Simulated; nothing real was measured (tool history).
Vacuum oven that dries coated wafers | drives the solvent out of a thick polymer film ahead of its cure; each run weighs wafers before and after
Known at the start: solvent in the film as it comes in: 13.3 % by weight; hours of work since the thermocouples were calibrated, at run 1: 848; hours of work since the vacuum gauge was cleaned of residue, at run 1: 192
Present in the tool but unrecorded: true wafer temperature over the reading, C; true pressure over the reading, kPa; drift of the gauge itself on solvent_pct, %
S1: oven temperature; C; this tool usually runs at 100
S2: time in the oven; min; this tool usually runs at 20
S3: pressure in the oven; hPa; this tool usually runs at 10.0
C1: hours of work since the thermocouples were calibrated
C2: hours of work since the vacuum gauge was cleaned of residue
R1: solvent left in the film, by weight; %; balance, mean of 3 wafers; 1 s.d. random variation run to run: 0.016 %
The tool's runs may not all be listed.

run,day,S1,S2,S3,C1,C2,R1
1,0.000,100,20,10.0,848,192,0.63
2,0.362,100,20,10.0,854,198,0.62
3,0.921,100,20,10.0,863,207,0.57
4,1.325,100,20,10.0,869,213,0.62
5,1.883,100,20,10.0,877,221,0.61
6,2.250,100,20,10.0,883,227,0.62
7,2.512,100,20,10.0,887,231,0.61
8,2.746,100,20,10.0,891,235,0.61
9,3.308,100,20,9.7,899,243,0.60
10,3.746,100,20,9.7,906,250,0.59
11,4.229,99,11,29.5,913,257,2.47
12,4.550,99,17,29.5,918,262,1.56
13,4.804,105,17,7.1,922,266,0.37
14,5.238,105,17,7.1,929,273,0.39
15,5.708,105,17,7.1,936,280,0.39

What if the next run were any one of these 4? Each begins from the tool's condition after run 15:
A,6.238,102,12,11.6,944,288,?
B,6.238,100,34,20.2,944,288,?
C,6.238,113,20,5.6,944,288,?
D,6.238,105,34,10.1,944,288,?

run,R1
A,1.20
B,0.71
C,0.14
D,0.31
Had the tool no hidden state, the same runs would have come out as:
run,R1
A,1.49
B,0.75
C,0.13
D,0.31
